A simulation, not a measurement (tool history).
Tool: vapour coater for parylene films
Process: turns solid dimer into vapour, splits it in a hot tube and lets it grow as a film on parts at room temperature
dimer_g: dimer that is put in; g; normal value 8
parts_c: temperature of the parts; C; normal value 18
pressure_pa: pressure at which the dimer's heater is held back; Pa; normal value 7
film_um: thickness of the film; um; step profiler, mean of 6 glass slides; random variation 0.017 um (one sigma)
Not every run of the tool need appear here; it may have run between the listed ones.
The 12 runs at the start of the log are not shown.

| run | hour | dimer_g | parts_c | pressure_pa | hours of work since the trap's valve was overhauled | hours of work since the table's thermometer was calibrated | film_um |
|---|---|---|---|---|---|---|---|
| 13 | 294.2 | 8 | 18 | 7 | 55 | 363 | 2.2 |
| 14 | 309.8 | 13 | 18 | 7 | 68 | 376 | 3.52 |
| 15 | 334.3 | 8 | 27 | 7 | 89 | 397 | 1.68 |
| 16 | 363.6 | 8 | 18 | 7 | 113 | 422 | 2.15 |
| 17 | 376.7 | 8 | 18 | 7 | 124 | 433 | 2.13 |
| 18 | 393.8 | 8 | 18 | 7 | 139 | 447 | 2.11 |
| 19 | 422.4 | 8 | 16 | 7 | 163 | 471 | 2.22 |
| 20 | 443.2 | 8 | 16 | 7 | 180 | 488 | 2.18 |
| 21 | 459.5 | 4 | 18 | 7 | 194 | 502 | 1.04 |
|  | 483.4 | trap's valve overhauled |
| 22 | 488.5 | 10 | 18 | 7 | 4 | 523 | 2.81 |
| 23 | 510.6 | 4 | 18 | 2.99 | 23 | 541 | 1.2 |
| 24 | 536.5 | 3 | 14 | 9.91 | 45 | 563 | 0.87 |
| 25 | 552.3 | 3 | 14 | 9.91 | 58 | 577 | 0.88 |
| 26 | 576.6 | 13 | 14 | 8.12 | 78 | 597 | 3.88 |
| 27 | 588.7 | 13 | 14 | 4.35 | 88 | 607 | 4.1 |
| 28 | 612.5 | 6 | 22 | 8.38 | 108 | 627 | 1.43 |

Run 29 is up next; what results do you expect?
| 29 | 636.7 | 6 | 22 | 8.38 | 129 | 647 | ? |

{"run 29": {"film_um": 1.4}}
If the tool had no hidden condition, the same run with the same run-to-run variation would have returned film_um 1.49 um.

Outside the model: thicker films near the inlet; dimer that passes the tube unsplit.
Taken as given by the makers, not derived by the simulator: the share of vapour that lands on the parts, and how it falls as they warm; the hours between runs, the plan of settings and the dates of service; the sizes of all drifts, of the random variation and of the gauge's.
